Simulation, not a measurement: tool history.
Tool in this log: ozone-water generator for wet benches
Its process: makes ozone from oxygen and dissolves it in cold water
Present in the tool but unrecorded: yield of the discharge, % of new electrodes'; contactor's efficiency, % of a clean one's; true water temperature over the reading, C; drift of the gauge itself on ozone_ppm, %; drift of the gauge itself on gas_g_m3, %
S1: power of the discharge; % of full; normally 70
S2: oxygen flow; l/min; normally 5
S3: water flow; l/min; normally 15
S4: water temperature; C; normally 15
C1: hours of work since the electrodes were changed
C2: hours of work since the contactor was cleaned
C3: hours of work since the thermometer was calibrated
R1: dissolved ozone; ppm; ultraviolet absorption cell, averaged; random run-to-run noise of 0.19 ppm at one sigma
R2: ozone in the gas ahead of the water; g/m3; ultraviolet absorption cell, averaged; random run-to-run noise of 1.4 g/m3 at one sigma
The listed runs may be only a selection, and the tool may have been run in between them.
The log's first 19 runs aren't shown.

run,day,S1,S2,S3,S4,C1,C2,C3,R1,R2
20,55.746,67,3.19,11,8,2072,4754,488,30.8,287.7
21,58.604,67,3.19,11,8,2120,4802,536,30.7,284.5
22,60.662,60,6.89,11,10,2155,4836,571,30.4,196.2
23,63.325,51,7.68,16,10,2200,4881,616,20.5,172.9
24,65.229,51,7.68,16,10,2232,4913,648,20.6,170.7
25,67.2,51,7.68,16,10,2265,4946,681,20.3,172.2
26,69.65,51,7.68,16,10,2306,4987,722,20.2,171
27,71.638,51,7.68,16,10,2340,5021,755,20.4,170.8
28,74.754,51,7.68,9,9,2392,5073,808,31.9,170.2
29,78.304,70,2.53,10,11,2452,5133,868,31.5,313.7
30,80.55,70,5.12,16,11,2490,5171,905,22.7,238.4
31,84.512,70,5,24,15,2556,5238,972,14.2,241.8
32,88.467,70,5,11,7,2623,5304,1039,33.8,241

Here are 5 independent what-if runs from the current tool condition. What would each one return?
A,92.329,70,7.93,17,7,2688,5369,1104,?,?
B,92.329,70,4.36,11,10,2688,5369,1104,?,?
C,92.329,70,5,10,17,2688,5369,1104,?,?
D,92.329,70,5,11,20,2688,5369,1104,?,?
E,92.329,70,3.6,11,14,2688,5369,1104,?,?

run,R1,R2
A,23.6,199.8
B,31,253.4
C,30.4,241
D,26.5,239.4
E,28.8,273.1
Without the tool's unlogged condition, the same runs would have read:
run,R1,R2
A,27.5,217.3
B,35.9,275.6
C,35.1,262.1
D,30.6,260.3
E,33.3,296.9

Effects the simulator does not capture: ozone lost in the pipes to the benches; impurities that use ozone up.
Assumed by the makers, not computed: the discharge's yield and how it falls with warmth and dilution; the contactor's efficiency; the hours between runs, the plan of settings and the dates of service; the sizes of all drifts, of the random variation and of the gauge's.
